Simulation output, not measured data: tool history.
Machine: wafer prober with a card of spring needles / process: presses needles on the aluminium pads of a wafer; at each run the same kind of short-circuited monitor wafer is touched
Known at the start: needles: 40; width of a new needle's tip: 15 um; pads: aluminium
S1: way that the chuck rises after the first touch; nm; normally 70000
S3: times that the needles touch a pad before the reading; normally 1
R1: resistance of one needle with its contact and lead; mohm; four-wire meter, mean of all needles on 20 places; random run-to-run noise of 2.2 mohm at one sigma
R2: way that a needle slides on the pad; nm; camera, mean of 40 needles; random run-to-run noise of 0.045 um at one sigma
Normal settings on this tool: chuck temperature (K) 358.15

Run 1, hour 0: usual settings. Result: R1 245 mohm, R2 13980 nm.
At hour 9.2: tips cleaned on abrasive film.
At hour 18.4: tips cleaned on abrasive film.
At hour 27.5: tips cleaned on abrasive film.
At hour 39: tips cleaned on abrasive film.
At hour 48.2: tips cleaned on abrasive film.
At hour 59.6: tips cleaned on abrasive film.
At hour 71: tips cleaned on abrasive film.
At hour 82.5: tips cleaned on abrasive film.
Run 2, hour 90.7: usual settings. Result: R1 286 mohm, R2 13760 nm.
At hour 93: tips cleaned on abrasive film.
At hour 102.2: tips cleaned on abrasive film.
At hour 113.7: tips cleaned on abrasive film.
At hour 122.8: tips cleaned on abrasive film.
At hour 134.3: tips cleaned on abrasive film.
At hour 143.5: tips cleaned on abrasive film.
At hour 154.9: tips cleaned on abrasive film.
At hour 164.1: tips cleaned on abrasive film.
At hour 175.5: tips cleaned on abrasive film.
Run 3, hour 179.2: usual settings. Result: R1 272 mohm, R2 13680 nm.
At hour 186.1: tips cleaned on abrasive film.
At hour 195.3: tips cleaned on abrasive film.
At hour 206.8: tips cleaned on abrasive film.
At hour 218.2: tips cleaned on abrasive film.
Run 4, hour 218.9: usual settings. Result: R1 252 mohm, R2 13620 nm.
At hour 223.8: height of the first contact set anew.
At hour 228.4: tips cleaned on abrasive film.
At hour 237.6: tips cleaned on abrasive film.
At hour 246.8: tips cleaned on abrasive film.
At hour 256: tips cleaned on abrasive film.
At hour 267.4: tips cleaned on abrasive film.
At hour 278.8: tips cleaned on abrasive film.
At hour 288: tips cleaned on abrasive film.
At hour 299.5: tips cleaned on abrasive film.
At hour 308.6: tips cleaned on abrasive film.
Run 5, hour 314.4: usual settings. Result: R1 284 mohm, R2 14210 nm.
At hour 319.1: tips cleaned on abrasive film.
At hour 328.3: tips cleaned on abrasive film.
At hour 339.7: tips cleaned on abrasive film.
At hour 348.9: tips cleaned on abrasive film.
At hour 360.3: tips cleaned on abrasive film.
At hour 369.5: tips cleaned on abrasive film.
At hour 380.9: tips cleaned on abrasive film.
Run 6, hour 382.6: usual settings but S3 2. Result: R1 253 mohm, R2 13970 nm.
At hour 391.8: tips cleaned on abrasive film.
At hour 400.9: tips cleaned on abrasive film.
At hour 412.4: tips cleaned on abrasive film.
At hour 421.6: tips cleaned on abrasive film.
Run 7, hour 428.9: usual settings but S3 2. Result: R1 267 mohm, R2 13990 nm.
At hour 431.3: tips cleaned on abrasive film.
At hour 442.7: tips cleaned on abrasive film.
At hour 454.2: tips cleaned on abrasive film.
At hour 463.3: tips cleaned on abrasive film.
At hour 474.8: tips cleaned on abrasive film.
At hour 484: tips cleaned on abrasive film.
At hour 495.4: tips cleaned on abrasive film.
At hour 506.9: tips cleaned on abrasive film.
At hour 518.3: tips cleaned on abrasive film.
Run 8, hour 518.4: usual settings but chuck temperature (K) 398.15. Result: R1 254 mohm, R2 13840 nm.
At hour 527.6: tips cleaned on abrasive film.
At hour 539: tips cleaned on abrasive film.
At hour 550.5: tips cleaned on abrasive film.
At hour 559.7: tips cleaned on abrasive film.
At hour 571.1: tips cleaned on abrasive film.
At hour 580.3: tips cleaned on abrasive film.
Run 9, hour 581.4: usual settings but chuck temperature (K) 398.15. Result: R1 267 mohm, R2 13830 nm.
At hour 590.6: tips cleaned on abrasive film.
At hour 599.8: tips cleaned on abrasive film.
At hour 611.2: tips cleaned on abrasive film.
At hour 622.7: tips cleaned on abrasive film.
At hour 634.1: tips cleaned on abrasive film.
At hour 643.3: tips cleaned on abrasive film.
At hour 652.5: tips cleaned on abrasive film.
At hour 663.9: tips cleaned on abrasive film.
Run 10, hour 672: usual settings but S1 57000 nm, chuck temperature (K) 398.15. Result: R1 330 mohm, R2 11030 nm.
At hour 674.4: tips cleaned on abrasive film.
At hour 685.9: tips cleaned on abrasive film.
At hour 697.3: tips cleaned on abrasive film.
At hour 706.5: tips cleaned on abrasive film.
Run 11, hour 714.4: usual settings but S1 57000 nm, chuck temperature (K) 398.15. Result: R1 332 mohm, R2 10960 nm.
At hour 716.8: tips cleaned on abrasive film.
At hour 726: tips cleaned on abrasive film.
At hour 728.6: height of the first contact set anew.
At hour 737.7: tips cleaned on abrasive film.
At hour 746.9: tips cleaned on abrasive film.
At hour 756.1: tips cleaned on abrasive film.
At hour 765.3: tips cleaned on abrasive film.
At hour 776.7: tips cleaned on abrasive film.
Run 12, hour 777.5: usual settings but S1 82000 nm, chuck temperature (K) 398.15, S3 3. Result: R1 255 mohm, R2 16660 nm.
At hour 786.7: tips cleaned on abrasive film.
At hour 795.9: tips cleaned on abrasive film.
At hour 805.1: tips cleaned on abrasive film.
At hour 816.5: tips cleaned on abrasive film.
At hour 828: tips cleaned on abrasive film.
At hour 837.1: tips cleaned on abrasive film.
Run 13, hour 840.5: usual settings but S1 82000 nm, chuck temperature (K) 398.15, S3 3. Result: R1 260 mohm, R2 16490 nm.
At hour 847.4: tips cleaned on abrasive film.
At hour 856.6: tips cleaned on abrasive film.
At hour 865.8: tips cleaned on abrasive film.
At hour 877.2: tips cleaned on abrasive film.
At hour 888.7: tips cleaned on abrasive film.
At hour 900.1: tips cleaned on abrasive film.
At hour 911.6: tips cleaned on abrasive film.
Run 14, hour 919.7: usual settings but chuck temperature (K) 303.15, S3 3. Result: R1 249 mohm, R2 13960 nm.
At hour 922: tips cleaned on abrasive film.
At hour 931.2: tips cleaned on abrasive film.
At hour 942.7: tips cleaned on abrasive film.
At hour 954.1: tips cleaned on abrasive film.
At hour 965.6: tips cleaned on abrasive film.
At hour 974.7: tips cleaned on abrasive film.
At hour 986.2: tips cleaned on abrasive film.
At hour 996.8: tips cleaned on abrasive film.
Run 15, hour 996.8: usual settings but S3 2. Result: R1 243 mohm, R2 13860 nm.
At hour 1008.2: tips cleaned on abrasive film.
At hour 1019.7: tips cleaned on abrasive film.
At hour 1031.1: tips cleaned on abrasive film.
At hour 1042.6: tips cleaned on abrasive film.
Run 16, hour 1044.4: usual settings but S3 2. Result: R1 258 mohm, R2 13870 nm.
At hour 1053.6: tips cleaned on abrasive film.
At hour 1065: tips cleaned on abrasive film.
At hour 1074.2: tips cleaned on abrasive film.
At hour 1083.4: tips cleaned on abrasive film.
At hour 1092.5: tips cleaned on abrasive film.
Run 17, hour 1096: usual settings but S1 71000 nm, chuck temperature (K) 309.15, S3 3. Result: R1 239 mohm, R2 14050 nm.
At hour 1102.9: tips cleaned on abrasive film.
At hour 1112: tips cleaned on abrasive film.
At hour 1121.2: tips cleaned on abrasive film.
At hour 1130.4: tips cleaned on abrasive film.
At hour 1141.8: tips cleaned on abrasive film.
Run 18, hour 1148.7: usual settings but S3 2. Result: R1 278 mohm, R2 13640 nm.
At hour 1151.1: tips cleaned on abrasive film.
At hour 1162.6: tips cleaned on abrasive film.
At hour 1174: tips cleaned on abrasive film.
At hour 1183.2: tips cleaned on abrasive film.
At hour 1194.6: tips cleaned on abrasive film.
At hour 1203.8: tips cleaned on abrasive film.
At hour 1215.3: tips cleaned on abrasive film.
Run 19, hour 1218.3: usual settings but S1 71000 nm, S3 2. Result: R1 264 mohm, R2 13860 nm.
At hour 1225.2: tips cleaned on abrasive film.
At hour 1232.3: height of the first contact set anew.
At hour 1234.7: tips cleaned on abrasive film.
At hour 1243.9: tips cleaned on abrasive film.
At hour 1255.3: tips cleaned on abrasive film.
At hour 1266.8: tips cleaned on abrasive film.
Run 20, hour 1267.7: usual settings but S1 71000 nm, S3 2. Result: R1 253 mohm, R2 14390 nm.
At hour 1276.8: tips cleaned on abrasive film.
At hour 1288.3: tips cleaned on abrasive film.
At hour 1297.5: tips cleaned on abrasive film.
At hour 1308.9: tips cleaned on abrasive film.
Run 21, hour 1313.9: usual settings but S1 71000 nm, S3 2. Result: R1 266 mohm, R2 14370 nm.

Predict each of these 3 candidate next runs independently; none follows another, all start after run 21:
At hour 1318.5: tips cleaned on abrasive film.
At hour 1330: tips cleaned on abrasive film.
At hour 1341.4: tips cleaned on abrasive film.
At hour 1350.6: tips cleaned on abrasive film.
At hour 1359.8: tips cleaned on abrasive film.
At hour 1369.7: tips cleaned on abrasive film.
Run A, hour 1369.7: usual settings but S3 2. Result: R1 ?, R2 ?.
At hour 1318.5: tips cleaned on abrasive film.
At hour 1330: tips cleaned on abrasive film.
At hour 1341.4: tips cleaned on abrasive film.
At hour 1350.6: tips cleaned on abrasive film.
At hour 1359.8: tips cleaned on abrasive film.
At hour 1369.7: tips cleaned on abrasive film.
Run B, hour 1369.7: usual settings but chuck temperature (K) 343.15, S3 2. Result: R1 ?, R2 ?.
At hour 1318.5: tips cleaned on abrasive film.
At hour 1330: tips cleaned on abrasive film.
At hour 1341.4: tips cleaned on abrasive film.
At hour 1350.6: tips cleaned on abrasive film.
At hour 1359.8: tips cleaned on abrasive film.
At hour 1369.7: tips cleaned on abrasive film.
Run C, hour 1369.7: usual settings but S1 66000 nm, S3 2. Result: R1 ?, R2 ?.

run   R1     R2
  A  248  14020
  B  240  14010
  C  247  13270
Stripped of hidden state, with their random variation kept, the same runs would have yielded:
run   R1     R2
  A  240  14200
  B  233  14200
  C  239  13450
